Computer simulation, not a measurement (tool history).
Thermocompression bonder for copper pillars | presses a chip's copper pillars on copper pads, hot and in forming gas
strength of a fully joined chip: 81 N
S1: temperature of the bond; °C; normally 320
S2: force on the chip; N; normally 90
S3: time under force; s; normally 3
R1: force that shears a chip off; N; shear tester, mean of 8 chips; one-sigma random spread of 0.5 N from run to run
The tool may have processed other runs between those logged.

run	hour	S1	S2	S3	R1
1	0	320	90	3	44.9
2	17	320	90	3	45.8
3	31.9	320	90	8	59.4
4	41.9	320	90	8	58.8
5	62.7	320	90	3	45
6	83.2	320	88	3	44.2
7	93.7	320	88	3	44.4
8	103.7	320	90	3	44.9
9	124.5	320	59	3	31.6
10	134.1	320	59	3	31.9
11	146.1	320	87	3	44
12	166.9	320	106	3	51.1
13	183.1	320	89	5	52.4
14	198.9	315	89	7	54.7
15	215.5	315	89	7	53.6
16	229.1	307	60	3	26.6
17	241.9	307	60	3	27.5
18	253.5	320	67	2	30.6
19	265.2	320	67	2	30.3
# hour 270: force cell calibrated
20	282.6	320	100	3	49.4
21	294.4	300	92	6	46.5

Alternative continuations, all from the tool just after run 21; predict every row:
A	304.4	300	55	6	?
B	304.4	304	76	2	?
C	304.4	343	126	3	?
D	304.4	310	81	7	?

run	R1
A	30.1
B	27.8
C	66.6
D	49
Without the tool's unlogged condition, the same runs would have read:
run	R1
A	29.4
B	27.1
C	67.6
D	48.7
